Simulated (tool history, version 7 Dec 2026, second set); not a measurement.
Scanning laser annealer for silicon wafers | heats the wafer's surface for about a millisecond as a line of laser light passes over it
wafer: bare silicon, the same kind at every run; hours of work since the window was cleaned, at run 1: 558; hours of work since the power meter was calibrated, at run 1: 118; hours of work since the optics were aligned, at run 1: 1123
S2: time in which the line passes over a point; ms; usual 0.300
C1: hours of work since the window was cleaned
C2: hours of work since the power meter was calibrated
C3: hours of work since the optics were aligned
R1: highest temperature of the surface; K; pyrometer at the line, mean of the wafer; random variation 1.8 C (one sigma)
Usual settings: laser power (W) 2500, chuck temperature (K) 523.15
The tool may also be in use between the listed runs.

{"run": 1, "hour": 0.0, "laser power (W)": 2500, "S2": 0.3, "chuck temperature (K)": 523.15, "C1": 558, "C2": 118, "C3": 1123, "R1": 1250.15}
{"run": 2, "hour": 6.5, "laser power (W)": 2500, "S2": 0.282, "chuck temperature (K)": 523.15, "C1": 562, "C2": 123, "C3": 1127, "R1": 1225.15}
{"run": 3, "hour": 13.9, "laser power (W)": 2500, "S2": 0.3, "chuck temperature (K)": 523.15, "C1": 567, "C2": 128, "C3": 1132, "R1": 1247.15}
{"run": 4, "hour": 23.9, "laser power (W)": 2500, "S2": 0.3, "chuck temperature (K)": 523.15, "C1": 574, "C2": 135, "C3": 1139, "R1": 1248.15}
{"run": 5, "hour": 36.4, "laser power (W)": 2500, "S2": 0.323, "chuck temperature (K)": 523.15, "C1": 583, "C2": 143, "C3": 1148, "R1": 1277.15}
{"run": 6, "hour": 43.1, "laser power (W)": 2500, "S2": 0.3, "chuck temperature (K)": 523.15, "C1": 588, "C2": 148, "C3": 1152, "R1": 1248.15}
{"run": 7, "hour": 49.8, "laser power (W)": 2500, "S2": 0.221, "chuck temperature (K)": 523.15, "C1": 592, "C2": 153, "C3": 1157, "R1": 1138.15}
{"run": 8, "hour": 55.4, "laser power (W)": 2500, "S2": 0.221, "chuck temperature (K)": 502.15, "C1": 596, "C2": 156, "C3": 1161, "R1": 1117.15}
{"run": 9, "hour": 64.3, "laser power (W)": 2500, "S2": 0.221, "chuck temperature (K)": 502.15, "C1": 602, "C2": 163, "C3": 1167, "R1": 1119.15}
{"run": 10, "hour": 69.8, "laser power (W)": 2500, "S2": 0.221, "chuck temperature (K)": 502.15, "C1": 606, "C2": 166, "C3": 1171, "R1": 1115.15}
{"run": 11, "hour": 78.0, "laser power (W)": 2500, "S2": 0.221, "chuck temperature (K)": 502.15, "C1": 612, "C2": 172, "C3": 1176, "R1": 1121.15}
{"run": 12, "hour": 88.7, "laser power (W)": 2500, "S2": 0.221, "chuck temperature (K)": 502.15, "C1": 619, "C2": 179, "C3": 1184, "R1": 1121.15}
{"run": 13, "hour": 94.5, "laser power (W)": 2500, "S2": 0.3, "chuck temperature (K)": 523.15, "C1": 623, "C2": 183, "C3": 1188, "R1": 1249.15}
{"run": 14, "hour": 107.8, "laser power (W)": 2500, "S2": 0.3, "chuck temperature (K)": 493.15, "C1": 632, "C2": 192, "C3": 1197, "R1": 1222.15}
{"run": 15, "hour": 115.3, "laser power (W)": 2500, "S2": 0.3, "chuck temperature (K)": 523.15, "C1": 637, "C2": 198, "C3": 1202, "R1": 1251.15}
{"run": 16, "hour": 122.7, "laser power (W)": 2500, "S2": 0.3, "chuck temperature (K)": 554.15, "C1": 642, "C2": 203, "C3": 1207, "R1": 1281.15}
{"run": 17, "hour": 134.5, "laser power (W)": 2500, "S2": 0.3, "chuck temperature (K)": 554.15, "C1": 650, "C2": 211, "C3": 1215, "R1": 1281.15}
{"run": 18, "hour": 142.1, "laser power (W)": 2366, "S2": 0.3, "chuck temperature (K)": 523.15, "C1": 656, "C2": 216, "C3": 1220, "R1": 1212.15}
{"run": 19, "hour": 152.3, "laser power (W)": 2366, "S2": 0.3, "chuck temperature (K)": 523.15, "C1": 663, "C2": 223, "C3": 1227, "R1": 1209.15}
{"run": 20, "hour": 165.3, "laser power (W)": 2366, "S2": 0.3, "chuck temperature (K)": 523.15, "C1": 672, "C2": 232, "C3": 1236, "R1": 1207.15}
{"run": 21, "hour": 176.6, "laser power (W)": 2366, "S2": 0.3, "chuck temperature (K)": 523.15, "C1": 679, "C2": 240, "C3": 1244, "R1": 1206.15}
{"run": 22, "hour": 186.6, "laser power (W)": 2366, "S2": 0.3, "chuck temperature (K)": 523.15, "C1": 686, "C2": 247, "C3": 1251, "R1": 1214.15}
{"run": 23, "hour": 195.3, "laser power (W)": 2366, "S2": 0.3, "chuck temperature (K)": 523.15, "C1": 692, "C2": 253, "C3": 1257, "R1": 1209.15}
{"run": 24, "hour": 201.1, "laser power (W)": 2557, "S2": 0.3, "chuck temperature (K)": 519.15, "C1": 696, "C2": 257, "C3": 1261, "R1": 1262.15}
{"run": 25, "hour": 213.4, "laser power (W)": 2500, "S2": 0.312, "chuck temperature (K)": 523.15, "C1": 705, "C2": 265, "C3": 1269, "R1": 1263.15}
{"run": 26, "hour": 224.8, "laser power (W)": 2519, "S2": 0.299, "chuck temperature (K)": 497.15, "C1": 713, "C2": 273, "C3": 1277, "R1": 1230.15}
{"run": 27, "hour": 231.0, "laser power (W)": 2604, "S2": 0.299, "chuck temperature (K)": 486.15, "C1": 717, "C2": 277, "C3": 1282, "R1": 1244.15}
{"run": 28, "hour": 243.7, "laser power (W)": 2500, "S2": 0.3, "chuck temperature (K)": 544.15, "C1": 726, "C2": 286, "C3": 1290, "R1": 1273.15}
{"run": 29, "hour": 252.3, "laser power (W)": 2172, "S2": 0.3, "chuck temperature (K)": 498.15, "C1": 731, "C2": 292, "C3": 1296, "R1": 1131.15}
{"run": 30, "hour": 265.6, "laser power (W)": 2500, "S2": 0.251, "chuck temperature (K)": 515.15, "C1": 741, "C2": 301, "C3": 1305, "R1": 1177.15}
{"run": 31, "hour": 274.4, "laser power (W)": 2500, "S2": 0.374, "chuck temperature (K)": 534.15, "C1": 747, "C2": 307, "C3": 1311, "R1": 1353.15}
{"run": 32, "hour": 280.5, "laser power (W)": 2500, "S2": 0.374, "chuck temperature (K)": 534.15, "C1": 751, "C2": 311, "C3": 1316, "R1": 1353.15}
{"run": 33, "hour": 288.5, "laser power (W)": 2500, "S2": 0.374, "chuck temperature (K)": 534.15, "C1": 756, "C2": 317, "C3": 1321, "R1": 1352.15}
{"run": 34, "hour": 301.7, "laser power (W)": 2657, "S2": 0.3, "chuck temperature (K)": 499.15, "C1": 765, "C2": 326, "C3": 1330, "R1": 1273.15}
{"run": 35, "hour": 309.6, "laser power (W)": 2551, "S2": 0.37, "chuck temperature (K)": 523.15, "C1": 771, "C2": 331, "C3": 1336, "R1": 1353.15}
{"run": 36, "hour": 322.5, "laser power (W)": 2500, "S2": 0.223, "chuck temperature (K)": 552.15, "C1": 780, "C2": 340, "C3": 1344, "R1": 1175.15}
{"run": 37, "hour": 328.6, "laser power (W)": 2464, "S2": 0.3, "chuck temperature (K)": 523.15, "C1": 784, "C2": 344, "C3": 1349, "R1": 1237.15}
{"run": 38, "hour": 336.1, "laser power (W)": 2500, "S2": 0.373, "chuck temperature (K)": 487.15, "C1": 789, "C2": 349, "C3": 1354, "R1": 1304.15}
{"run": 39, "hour": 349.1, "laser power (W)": 2500, "S2": 0.373, "chuck temperature (K)": 487.15, "C1": 798, "C2": 358, "C3": 1363, "R1": 1303.15}
{"run": 40, "hour": 355.3, "laser power (W)": 2500, "S2": 0.373, "chuck temperature (K)": 487.15, "C1": 802, "C2": 363, "C3": 1367, "R1": 1303.15}

Forecast each of these 3 alternatives for the next run:
{"run": "A", "hour": 360.8, "laser power (W)": 2500, "S2": 0.373, "chuck temperature (K)": 516.15, "C1": 806, "C2": 367, "C3": 1371, "R1": "?"}
{"run": "B", "hour": 360.8, "laser power (W)": 2537, "S2": 0.216, "chuck temperature (K)": 552.15, "C1": 806, "C2": 367, "C3": 1371, "R1": "?"}
{"run": "C", "hour": 360.8, "laser power (W)": 2510, "S2": 0.318, "chuck temperature (K)": 561.15, "C1": 806, "C2": 367, "C3": 1371, "R1": "?"}

run=A R1=1330.15
run=B R1=1170.15
run=C R1=1312.15
Without the tool's hidden state the same runs would have given:
run=A R1=1331.15
run=B R1=1171.15
run=C R1=1312.15

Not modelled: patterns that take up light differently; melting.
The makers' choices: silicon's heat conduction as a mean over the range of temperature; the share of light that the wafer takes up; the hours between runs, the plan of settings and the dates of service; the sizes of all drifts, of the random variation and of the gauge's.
